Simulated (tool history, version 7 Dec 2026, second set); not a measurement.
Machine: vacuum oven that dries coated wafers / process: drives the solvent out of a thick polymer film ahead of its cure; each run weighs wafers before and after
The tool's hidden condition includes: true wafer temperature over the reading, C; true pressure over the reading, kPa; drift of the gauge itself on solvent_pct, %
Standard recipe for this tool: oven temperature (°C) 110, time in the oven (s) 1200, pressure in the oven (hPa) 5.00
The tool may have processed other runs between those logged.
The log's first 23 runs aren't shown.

run	hour	oven temperature (°C)	time in the oven (s)	pressure in the oven (hPa)	hours of work since the thermocouples were calibrated	hours of work since the vacuum gauge was cleaned of residue	solvent left in the film (%)
24	313.6	110	1200	3.02	1111	256	2.10
# hour 319.7: oven's thermocouples calibrated
25	326.3	110	1200	6.14	5	264	2.31
26	336.7	115	1200	5.31	13	272	1.58
27	349.9	115	720	3.31	23	282	3.50
28	363.4	99	1680	5.81	33	292	2.85
29	378.1	97	1200	3.47	44	303	4.56
30	388.8	110	1200	4.77	52	311	2.23
31	407.9	122	1200	19.00	66	325	1.58
32	423.8	111	720	19.00	78	337	5.15
33	441.8	111	720	19.00	91	351	5.17
34	452.3	111	720	19.00	99	359	5.14
35	461.7	117	1980	5.00	106	366	0.50
36	473.7	117	1980	5.00	115	374	0.51
37	487.3	112	1980	12.16	125	385	1.23
38	500.6	119	1200	5.00	135	395	1.12
39	511.9	110	1800	5.00	144	403	1.06
40	528.4	121	1200	7.96	156	415	1.07
41	544.2	121	1200	7.96	168	427	1.10
42	560.5	111	780	3.86	180	440	3.87
43	573.6	110	1200	16.36	190	449	3.02
44	583.6	113	1260	3.89	198	457	1.58
45	591.8	110	1380	5.80	204	463	1.82
46	601.0	110	840	5.03	211	470	3.78
47	618.2	117	1320	5.50	224	483	1.16
48	634.4	117	1320	5.50	236	495	1.11

Here are 3 independent what-if runs from the current tool condition. What would each one return?
A	646.9	98	1320	5.50	245	504	?
B	646.9	117	1740	4.34	245	504	?
C	646.9	107	1320	5.50	245	504	?

run	solvent left in the film (%)
A	4.11
B	0.57
C	2.41
The same runs, with their run-to-run variation unchanged, on a tool lacking any hidden condition would have given:
run	solvent left in the film (%)
A	4.11
B	0.57
C	2.41
